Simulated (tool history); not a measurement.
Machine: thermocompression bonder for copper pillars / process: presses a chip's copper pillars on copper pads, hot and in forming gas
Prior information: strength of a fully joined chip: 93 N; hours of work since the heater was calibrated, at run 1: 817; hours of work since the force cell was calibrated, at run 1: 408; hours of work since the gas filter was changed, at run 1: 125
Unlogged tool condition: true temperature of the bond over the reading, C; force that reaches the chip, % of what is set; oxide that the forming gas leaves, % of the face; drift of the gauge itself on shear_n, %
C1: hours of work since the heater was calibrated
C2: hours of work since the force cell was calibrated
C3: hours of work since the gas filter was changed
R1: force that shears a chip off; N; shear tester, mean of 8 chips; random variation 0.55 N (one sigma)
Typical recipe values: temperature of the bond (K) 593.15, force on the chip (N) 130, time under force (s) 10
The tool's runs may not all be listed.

Run 1, hour 0.0: usual settings; C1 817; C2 408; C3 125. Result: R1 58.5 N.
Run 2, hour 11.2: usual settings; C1 825; C2 416; C3 133. Result: R1 57.7 N.
Run 3, hour 24.4: usual settings; C1 835; C2 426; C3 143. Result: R1 57.5 N.
Run 4, hour 39.4: usual settings; C1 846; C2 436; C3 154. Result: R1 58.5 N.
Run 5, hour 47.2: usual settings; C1 851; C2 442; C3 159. Result: R1 57.8 N.
Run 6, hour 61.4: usual settings but force on the chip (N) 109; C1 862; C2 453; C3 170. Result: R1 50.8 N.
Run 7, hour 76.3: usual settings but force on the chip (N) 109; C1 872; C2 463; C3 181. Result: R1 49.7 N.
Run 8, hour 91.6: usual settings but force on the chip (N) 109; C1 884; C2 474; C3 192. Result: R1 50.5 N.
Run 9, hour 107.0: usual settings but time under force (s) 25; C1 895; C2 486; C3 203. Result: R1 71.7 N.
At hour 109.3: force cell calibrated.
Run 10, hour 120.0: usual settings but time under force (s) 25; C1 903; C2 8; C3 211. Result: R1 73.9 N.
Run 11, hour 126.9: usual settings but time under force (s) 25; C1 908; C2 13; C3 216. Result: R1 72.1 N.
Run 12, hour 141.6: usual settings; C1 919; C2 24; C3 227. Result: R1 59.2 N.
Run 13, hour 150.8: usual settings; C1 926; C2 30; C3 234. Result: R1 58.4 N.
Run 14, hour 160.9: usual settings; C1 933; C2 38; C3 241. Result: R1 58.7 N.
Run 15, hour 174.2: usual settings but force on the chip (N) 89, time under force (s) 14; C1 943; C2 47; C3 251. Result: R1 46.7 N.
At hour 185.6: heater calibrated with a thermocouple chip.
At hour 192.1: force cell calibrated, once more.
Run 16, hour 192.7: usual settings but temperature of the bond (K) 599.15, force on the chip (N) 145, time under force (s) 15; C1 4; C2 0; C3 262. Result: R1 66.4 N.
Run 17, hour 204.2: usual settings but time under force (s) 28; C1 12; C2 9; C3 270. Result: R1 68.0 N.
Run 18, hour 214.5: usual settings but time under force (s) 28; C1 20; C2 16; C3 277. Result: R1 68.2 N.
Run 19, hour 222.1: usual settings but time under force (s) 28; C1 25; C2 22; C3 283. Result: R1 68.7 N.
Run 20, hour 232.2: usual settings but temperature of the bond (K) 570.15, force on the chip (N) 181, time under force (s) 17; C1 33; C2 29; C3 290. Result: R1 67.6 N.
Run 21, hour 248.8: usual settings but force on the chip (N) 116, time under force (s) 9; C1 45; C2 41; C3 302. Result: R1 47.1 N.
Run 22, hour 261.1: usual settings but force on the chip (N) 116, time under force (s) 20; C1 54; C2 50; C3 311. Result: R1 58.9 N.
Run 23, hour 276.3: usual settings but temperature of the bond (K) 592.15, force on the chip (N) 126, time under force (s) 21; C1 65; C2 61; C3 322. Result: R1 64.6 N.
At hour 281.0: forming gas filter changed.
Run 24, hour 291.5: usual settings but time under force (s) 16; C1 76; C2 72; C3 8. Result: R1 64.9 N.
Run 25, hour 304.7: usual settings but time under force (s) 16; C1 85; C2 82; C3 17. Result: R1 65.7 N.
Run 26, hour 317.9: usual settings but time under force (s) 16; C1 95; C2 91; C3 27. Result: R1 65.2 N.
Run 27, hour 328.2: usual settings but temperature of the bond (K) 566.15, force on the chip (N) 133, time under force (s) 9; C1 102; C2 99; C3 34. Result: R1 45.6 N.
Run 28, hour 340.3: usual settings but temperature of the bond (K) 605.15, force on the chip (N) 143, time under force (s) 9; C1 111; C2 107; C3 43. Result: R1 62.3 N.

Here are 4 independent what-if runs from the current tool condition. What would each one return?
Run A, hour 351.5: usual settings but temperature of the bond (K) 604.15, force on the chip (N) 192; C1 119; C2 116; C3 51. Result: R1 ?.
Run B, hour 351.5: usual settings but temperature of the bond (K) 584.15, force on the chip (N) 183; C1 119; C2 116; C3 51. Result: R1 ?.
Run C, hour 351.5: usual settings but temperature of the bond (K) 609.15, force on the chip (N) 84, time under force (s) 5; C1 119; C2 116; C3 51. Result: R1 ?.
Run D, hour 351.5: usual settings but temperature of the bond (K) 599.15, force on the chip (N) 190; C1 119; C2 116; C3 51. Result: R1 ?.

run    R1
  A  75.3
  B  69.7
  C  32.8
  D  74.0
The same runs, with their run-to-run variation unchanged, on a tool lacking any hidden condition would have given:
run    R1
  A  75.6
  B  69.8
  C  32.6
  D  74.3
